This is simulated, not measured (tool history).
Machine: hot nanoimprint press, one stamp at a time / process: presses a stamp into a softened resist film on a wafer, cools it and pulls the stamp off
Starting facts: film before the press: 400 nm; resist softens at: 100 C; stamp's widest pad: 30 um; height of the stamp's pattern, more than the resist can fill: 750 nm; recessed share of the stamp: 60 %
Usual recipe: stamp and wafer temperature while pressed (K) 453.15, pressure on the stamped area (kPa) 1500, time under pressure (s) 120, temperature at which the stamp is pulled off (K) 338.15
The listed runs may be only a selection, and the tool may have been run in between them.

run	hour	stamp and wafer temperature while pressed (K)	pressure on the stamped area (kPa)	time under pressure (s)	temperature at which the stamp is pulled off (K)	resist left under the stamp's widest pad (nm)	greatest force while the stamp is pulled off (N)
1	0.0	453.15	1500	120	338.15	145.7	193
2	16.1	453.15	1500	185	338.15	124.3	187
3	34.5	453.15	1500	120	338.15	145.7	191
4	56.1	453.15	1500	120	338.15	146.2	188
5	80.7	453.15	1500	120	338.15	145.7	194
6	103.0	453.15	1500	120	338.15	145.6	190
7	116.3	453.15	1500	120	338.15	145.4	180
8	144.1	453.15	1500	120	338.15	145.5	188
9	174.3	453.15	1500	120	338.15	145.9	193
10	201.6	453.15	1500	120	338.15	144.6	189
11	221.6	453.15	1500	120	328.15	145.3	231
12	236.9	453.15	1500	120	338.15	144.9	192
13	250.8	453.15	1500	120	338.15	145.7	189
14	268.0	453.15	1500	120	338.15	145.2	199
15	291.4	453.15	1500	120	338.15	144.9	196
16	318.3	453.15	1500	120	333.15	145.2	207
# hour 351.5: plate thermocouple calibrated
17	351.5	453.15	970	156	338.15	169.1	187
18	375.4	464.15	1800	156	329.15	80.1	226
# hour 397.0: stamp cleaned and given a new release coat
19	398.2	443.15	1800	156	329.15	176.4	210
20	411.3	443.15	1800	156	329.15	176.4	225
21	424.5	443.15	1800	156	329.15	176.3	219
22	442.8	451.15	1490	122	325.15	155.7	241
23	467.1	453.15	2300	75	338.15	134.0	187
24	495.1	453.15	2320	75	340.15	133.6	183
25	524.8	453.15	2320	75	340.15	133.6	181
26	547.0	453.15	2320	75	340.15	133.4	182
27	566.5	453.15	2320	83	338.15	129.0	188
28	581.7	453.15	2260	120	338.15	114.1	184
29	611.9	453.15	1950	120	333.15	124.3	208
30	640.8	450.15	1370	125	344.15	167.6	168
31	659.3	463.15	1260	125	324.15	110.9	231

Hidden state or all else? Some run-to-run changes of resist left under the stamp's widest pad (nm), split into what the settings, what came in and random variation would give without the hidden state, and what is left for the hidden state (with any gauge scatter that isn't in both results):
Unlogged tool condition in this case: true temperature over the reading, C; pressure that arrives at the usual setting, %; grip of the stamp's worn release coat, % over a new coat's; drift of the gauge itself on residual_nm, %; drift of the gauge itself on pull_off_n, %.
Run 17 -> 18: stamp and wafer temperature while pressed (K) 453.15 -> 464.15, pressure on the stamped area (kPa) 970 -> 1800, temperature at which the stamp is pulled off (K) 338.15 -> 329.15. resist left under the stamp's widest pad (nm) -89.0: hidden state +0.4, all else -89.4.
Run 18 -> 19: stamp and wafer temperature while pressed (K) 464.15 -> 443.15, stamp cleaned and given a new release coat. resist left under the stamp's widest pad (nm) +96.3: hidden state -0.5, all else +96.8.
Run 29 -> 30: stamp and wafer temperature while pressed (K) 453.15 -> 450.15, pressure on the stamped area (kPa) 1950 -> 1370, time under pressure (s) 120 -> 125, temperature at which the stamp is pulled off (K) 333.15 -> 344.15. resist left under the stamp's widest pad (nm) +43.3: hidden state -0.5, all else +43.8.
Run 30 -> 31: stamp and wafer temperature while pressed (K) 450.15 -> 463.15, pressure on the stamped area (kPa) 1370 -> 1260, temperature at which the stamp is pulled off (K) 344.15 -> 324.15. resist left under the stamp's widest pad (nm) -56.7: hidden state +0.6, all else -57.3.

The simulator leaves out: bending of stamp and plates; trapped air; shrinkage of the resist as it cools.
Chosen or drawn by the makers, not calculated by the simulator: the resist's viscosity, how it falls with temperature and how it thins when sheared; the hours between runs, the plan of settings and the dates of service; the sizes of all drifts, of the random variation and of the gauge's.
